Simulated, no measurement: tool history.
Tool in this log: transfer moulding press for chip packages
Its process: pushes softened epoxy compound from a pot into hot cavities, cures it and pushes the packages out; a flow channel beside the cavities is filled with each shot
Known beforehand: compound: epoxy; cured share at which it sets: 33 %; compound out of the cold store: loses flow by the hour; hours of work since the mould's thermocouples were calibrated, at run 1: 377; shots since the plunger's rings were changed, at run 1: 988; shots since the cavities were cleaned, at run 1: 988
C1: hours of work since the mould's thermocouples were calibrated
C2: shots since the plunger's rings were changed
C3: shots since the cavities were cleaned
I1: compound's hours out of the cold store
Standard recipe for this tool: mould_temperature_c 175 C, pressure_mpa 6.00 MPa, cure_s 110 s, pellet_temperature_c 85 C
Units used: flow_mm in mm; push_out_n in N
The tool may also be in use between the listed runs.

run 1 hour=0.0 | mould_temperature_c=175 pressure_mpa=6.00 cure_s=110 pellet_temperature_c=85 | C1=377 C2=988 C3=988 | I1=47.0 | flow_mm=637 push_out_n=751
run 2 hour=8.9 | mould_temperature_c=175 pressure_mpa=6.00 cure_s=110 pellet_temperature_c=85 | C1=383 C2=1082 C3=1082 | I1=20.4 | flow_mm=675 push_out_n=782
-- hour=15.2 cavities cleaned with cleaning compound and waxed
run 3 hour=18.5 | mould_temperature_c=175 pressure_mpa=6.00 cure_s=110 pellet_temperature_c=85 | C1=389 C2=1168 C3=36 | I1=22.2 | flow_mm=676 push_out_n=473
run 4 hour=28.2 | mould_temperature_c=175 pressure_mpa=6.00 cure_s=110 pellet_temperature_c=85 | C1=395 C2=1270 C3=138 | I1=17.1 | flow_mm=684 push_out_n=537
run 5 hour=42.7 | mould_temperature_c=175 pressure_mpa=6.00 cure_s=110 pellet_temperature_c=85 | C1=405 C2=1423 C3=291 | I1=22.7 | flow_mm=669 push_out_n=623
run 6 hour=52.5 | mould_temperature_c=175 pressure_mpa=6.00 cure_s=110 pellet_temperature_c=94 | C1=412 C2=1526 C3=394 | I1=11.9 | flow_mm=689 push_out_n=643
run 7 hour=65.0 | mould_temperature_c=175 pressure_mpa=6.00 cure_s=110 pellet_temperature_c=94 | C1=420 C2=1659 C3=527 | I1=20.2 | flow_mm=670 push_out_n=681
run 8 hour=73.4 | mould_temperature_c=175 pressure_mpa=6.00 cure_s=110 pellet_temperature_c=76 | C1=426 C2=1748 C3=616 | I1=24.7 | flow_mm=665 push_out_n=736
run 9 hour=86.0 | mould_temperature_c=175 pressure_mpa=6.00 cure_s=110 pellet_temperature_c=76 | C1=434 C2=1881 C3=749 | I1=30.3 | flow_mm=655 push_out_n=746
run 10 hour=100.0 | mould_temperature_c=175 pressure_mpa=6.00 cure_s=110 pellet_temperature_c=76 | C1=444 C2=2029 C3=897 | I1=44.5 | flow_mm=630 push_out_n=743
run 11 hour=108.3 | mould_temperature_c=175 pressure_mpa=6.00 cure_s=110 pellet_temperature_c=76 | C1=449 C2=2117 C3=985 | I1=32.5 | flow_mm=652 push_out_n=790
run 12 hour=116.8 | mould_temperature_c=182 pressure_mpa=6.00 cure_s=110 pellet_temperature_c=85 | C1=455 C2=2207 C3=1075 | I1=43.7 | flow_mm=613 push_out_n=566
-- hour=122.8 cavities cleaned with cleaning compound and waxed
run 13 hour=132.6 | mould_temperature_c=175 pressure_mpa=6.00 cure_s=110 pellet_temperature_c=85 | C1=465 C2=2358 C3=103 | I1=36.7 | flow_mm=640 push_out_n=519
run 14 hour=148.7 | mould_temperature_c=175 pressure_mpa=6.00 cure_s=110 pellet_temperature_c=85 | C1=476 C2=2528 C3=273 | I1=32.0 | flow_mm=652 push_out_n=615
run 15 hour=159.6 | mould_temperature_c=175 pressure_mpa=6.00 cure_s=110 pellet_temperature_c=85 | C1=483 C2=2643 C3=388 | I1=19.1 | flow_mm=663 push_out_n=676
run 16 hour=169.4 | mould_temperature_c=175 pressure_mpa=5.26 cure_s=140 pellet_temperature_c=88 | C1=490 C2=2747 C3=492 | I1=17.9 | flow_mm=626 push_out_n=465
run 17 hour=183.4 | mould_temperature_c=175 pressure_mpa=6.85 cure_s=139 pellet_temperature_c=95 | C1=499 C2=2895 C3=640 | I1=30.1 | flow_mm=688 push_out_n=481
run 18 hour=198.4 | mould_temperature_c=175 pressure_mpa=6.85 cure_s=103 pellet_temperature_c=93 | C1=510 C2=3053 C3=798 | I1=11.4 | flow_mm=721 push_out_n=900
run 19 hour=211.6 | mould_temperature_c=175 pressure_mpa=6.85 cure_s=103 pellet_temperature_c=93 | C1=519 C2=3193 C3=938 | I1=26.6 | flow_mm=694 push_out_n=896
run 20 hour=228.0 | mould_temperature_c=179 pressure_mpa=5.60 cure_s=110 pellet_temperature_c=92 | C1=530 C2=3366 C3=1111 | I1=27.4 | flow_mm=616 push_out_n=623
-- hour=232.1 cavities cleaned with cleaning compound and waxed
run 21 hour=237.4 | mould_temperature_c=174 pressure_mpa=5.60 cure_s=96 pellet_temperature_c=92 | C1=535 C2=3450 C3=56 | I1=39.5 | flow_mm=611 push_out_n=707
run 22 hour=244.9 | mould_temperature_c=167 pressure_mpa=4.57 cure_s=139 pellet_temperature_c=77 | C1=540 C2=3529 C3=135 | I1=21.1 | flow_mm=601 push_out_n=593
run 23 hour=257.5 | mould_temperature_c=169 pressure_mpa=4.57 cure_s=139 pellet_temperature_c=77 | C1=549 C2=3662 C3=268 | I1=20.9 | flow_mm=594 push_out_n=597
run 24 hour=264.8 | mould_temperature_c=169 pressure_mpa=4.57 cure_s=139 pellet_temperature_c=77 | C1=554 C2=3740 C3=346 | I1=33.4 | flow_mm=572 push_out_n=604
run 25 hour=279.6 | mould_temperature_c=174 pressure_mpa=4.57 cure_s=120 pellet_temperature_c=86 | C1=564 C2=3896 C3=502 | I1=18.9 | flow_mm=577 push_out_n=610
-- hour=285.1 plunger's sealing rings changed
run 26 hour=293.2 | mould_temperature_c=175 pressure_mpa=4.59 cure_s=110 pellet_temperature_c=81 | C1=571 C2=85 C3=619 | I1=44.7 | flow_mm=566 push_out_n=696

What if the next run were any one of these 4? Each begins from the tool's condition after run 26:
run A hour=306.3 | mould_temperature_c=179 pressure_mpa=6.00 cure_s=126 pellet_temperature_c=90 | C1=580 C2=223 C3=757 | I1=43.3 | flow_mm=? push_out_n=?
run B hour=306.3 | mould_temperature_c=168 pressure_mpa=6.00 cure_s=110 pellet_temperature_c=85 | C1=580 C2=223 C3=757 | I1=9.6 | flow_mm=? push_out_n=?
run C hour=306.3 | mould_temperature_c=180 pressure_mpa=6.00 cure_s=111 pellet_temperature_c=89 | C1=580 C2=223 C3=757 | I1=25.6 | flow_mm=? push_out_n=?
run D hour=306.3 | mould_temperature_c=175 pressure_mpa=4.90 cure_s=110 pellet_temperature_c=85 | C1=580 C2=223 C3=757 | I1=9.4 | flow_mm=? push_out_n=?

run=A flow_mm=638 push_out_n=497
run=B flow_mm=726 push_out_n=1299
run=C flow_mm=659 push_out_n=554
run=D flow_mm=631 push_out_n=766
Take away the tool's hidden state, keep each run's random variation, and the runs would have read:
run=A flow_mm=640 push_out_n=306
run=B flow_mm=728 push_out_n=767
run=C flow_mm=660 push_out_n=336
run=D flow_mm=632 push_out_n=452
